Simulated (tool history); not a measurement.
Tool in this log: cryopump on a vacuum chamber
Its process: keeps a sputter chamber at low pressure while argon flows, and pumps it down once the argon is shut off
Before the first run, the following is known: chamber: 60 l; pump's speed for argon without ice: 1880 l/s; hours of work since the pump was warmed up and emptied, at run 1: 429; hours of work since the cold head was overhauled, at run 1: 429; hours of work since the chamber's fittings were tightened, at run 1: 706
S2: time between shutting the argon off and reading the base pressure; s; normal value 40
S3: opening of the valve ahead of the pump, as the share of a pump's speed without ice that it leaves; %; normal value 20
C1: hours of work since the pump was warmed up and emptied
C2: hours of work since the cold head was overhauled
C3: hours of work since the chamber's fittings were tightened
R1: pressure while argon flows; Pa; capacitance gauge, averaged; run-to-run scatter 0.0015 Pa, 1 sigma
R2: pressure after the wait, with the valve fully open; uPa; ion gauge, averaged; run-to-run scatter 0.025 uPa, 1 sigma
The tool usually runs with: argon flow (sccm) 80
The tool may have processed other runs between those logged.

Run 1, hour 0: usual settings; C1 429; C2 429; C3 706. Result: R1 0.3702 Pa, R2 1.21 uPa.
Run 2, hour 11.5: usual settings; C1 439; C2 439; C3 716. Result: R1 0.3731 Pa, R2 1.25 uPa.
Run 3, hour 24.9: usual settings; C1 450; C2 450; C3 727. Result: R1 0.3709 Pa, R2 1.26 uPa.
Run 4, hour 36.9: usual settings; C1 460; C2 460; C3 737. Result: R1 0.3723 Pa, R2 1.29 uPa.
Run 5, hour 49.8: usual settings; C1 471; C2 471; C3 748. Result: R1 0.3718 Pa, R2 1.25 uPa.
At hour 65.7: pump warmed up, emptied and cooled again.
Run 6, hour 68.6: usual settings; C1 2; C2 483; C3 760. Result: R1 0.361 Pa, R2 1.23 uPa.
Run 7, hour 88.3: usual settings; C1 19; C2 499; C3 776. Result: R1 0.358 Pa, R2 1.22 uPa.
Run 8, hour 112.3: usual settings; C1 39; C2 520; C3 796. Result: R1 0.362 Pa, R2 1.3 uPa.
Run 9, hour 125.9: usual settings; C1 51; C2 531; C3 808. Result: R1 0.3618 Pa, R2 1.24 uPa.
Run 10, hour 142: usual settings; C1 64; C2 545; C3 821. Result: R1 0.3606 Pa, R2 1.25 uPa.
Run 11, hour 163.6: usual settings but S2 298 s; C1 82; C2 563; C3 840. Result: R1 0.3636 Pa, R2 0.58 uPa.
Run 12, hour 181.1: usual settings but S2 298 s; C1 97; C2 577; C3 854. Result: R1 0.3601 Pa, R2 0.56 uPa.
Run 13, hour 194.2: usual settings but argon flow (sccm) 35, S2 298 s; C1 108; C2 588; C3 865. Result: R1 0.1581 Pa, R2 0.54 uPa.
Run 14, hour 218.1: usual settings; C1 128; C2 609; C3 885. Result: R1 0.3652 Pa, R2 1.26 uPa.
Run 15, hour 238.6: usual settings; C1 145; C2 626; C3 903. Result: R1 0.364 Pa, R2 1.31 uPa.
Run 16, hour 261: usual settings; C1 164; C2 645; C3 921. Result: R1 0.3656 Pa, R2 1.33 uPa.
Run 17, hour 278.6: usual settings; C1 179; C2 659; C3 936. Result: R1 0.3646 Pa, R2 1.31 uPa.
Run 18, hour 303: usual settings; C1 199; C2 680; C3 957. Result: R1 0.364 Pa, R2 1.29 uPa.
Run 19, hour 313.2: usual settings but S2 89 s, S3 45 %; C1 208; C2 688; C3 965. Result: R1 0.1663 Pa, R2 0.89 uPa.
Run 20, hour 326.1: usual settings but S2 232 s, S3 15 %; C1 219; C2 699; C3 976. Result: R1 0.4829 Pa, R2 0.65 uPa.
Run 21, hour 347.6: usual settings but S2 232 s, S3 15 %; C1 237; C2 717; C3 994. Result: R1 0.4844 Pa, R2 0.63 uPa.
Run 22, hour 370.4: usual settings but argon flow (sccm) 61, S2 29 s, S3 40 %; C1 256; C2 737; C3 1013. Result: R1 0.1424 Pa, R2 1.64 uPa.
Run 23, hour 389.3: usual settings but S2 148 s; C1 272; C2 752; C3 1029. Result: R1 0.3685 Pa, R2 0.71 uPa.
Run 24, hour 401.7: usual settings but argon flow (sccm) 60, S2 148 s, S3 19 %; C1 282; C2 763; C3 1040. Result: R1 0.2883 Pa, R2 0.77 uPa.
Run 25, hour 424.9: usual settings but argon flow (sccm) 60, S2 148 s, S3 37 %; C1 302; C2 782; C3 1059. Result: R1 0.1506 Pa, R2 0.78 uPa.
Run 26, hour 436.4: usual settings but argon flow (sccm) 35, S2 154 s; C1 311; C2 792; C3 1069. Result: R1 0.1616 Pa, R2 0.77 uPa.
Run 27, hour 450: usual settings but argon flow (sccm) 38, S2 29 s; C1 323; C2 803; C3 1080. Result: R1 0.1755 Pa, R2 1.69 uPa.
Run 28, hour 464.2: usual settings but argon flow (sccm) 65, S2 201 s, S3 47 %; C1 335; C2 815; C3 1092. Result: R1 0.1324 Pa, R2 0.79 uPa.
Run 29, hour 487: usual settings but argon flow (sccm) 65, S2 201 s, S3 47 %; C1 354; C2 834; C3 1111. Result: R1 0.1325 Pa, R2 0.71 uPa.
Run 30, hour 502: usual settings but argon flow (sccm) 125, S2 232 s, S3 43 %; C1 367; C2 847; C3 1124. Result: R1 0.277 Pa, R2 0.72 uPa.
Run 31, hour 521.6: usual settings but argon flow (sccm) 149, S2 45 s, S3 43 %; C1 383; C2 864; C3 1140. Result: R1 0.3328 Pa, R2 1.34 uPa.
Run 32, hour 535.8: usual settings but S2 35 s, S3 17 %; C1 395; C2 876; C3 1152. Result: R1 0.4329 Pa, R2 1.57 uPa.
Run 33, hour 548.7: usual settings but S2 35 s, S3 17 %; C1 406; C2 886; C3 1163. Result: R1 0.4345 Pa, R2 1.54 uPa.
Run 34, hour 560.5: usual settings but argon flow (sccm) 81, S3 22 %; C1 416; C2 896; C3 1173. Result: R1 0.3425 Pa, R2 1.42 uPa.

What if the next run were any one of these 4? Each begins from the tool's condition after run 34:
Run A, hour 576.6: usual settings but argon flow (sccm) 68, S2 36 s, S3 37 %; C1 429; C2 910; C3 1187. Result: R1 ?, R2 ?.
Run B, hour 576.6: usual settings but argon flow (sccm) 59, S3 39 %; C1 429; C2 910; C3 1187. Result: R1 ?, R2 ?.
Run C, hour 576.6: usual settings but argon flow (sccm) 46, S3 51 %; C1 429; C2 910; C3 1187. Result: R1 ?, R2 ?.
Run D, hour 576.6: usual settings but argon flow (sccm) 48, S2 175 s, S3 30 %; C1 429; C2 910; C3 1187. Result: R1 ?, R2 ?.

run      R1    R2
  A  0.1745  1.45
  B  0.1446  1.41
  C  0.0886  1.46
  D  0.1518  0.79
Had the tool no hidden state, the same runs would have come out as:
run      R1    R2
  A  0.1647  1.01
  B   0.136  0.95
  C  0.0819  0.99
  D  0.1448  0.34
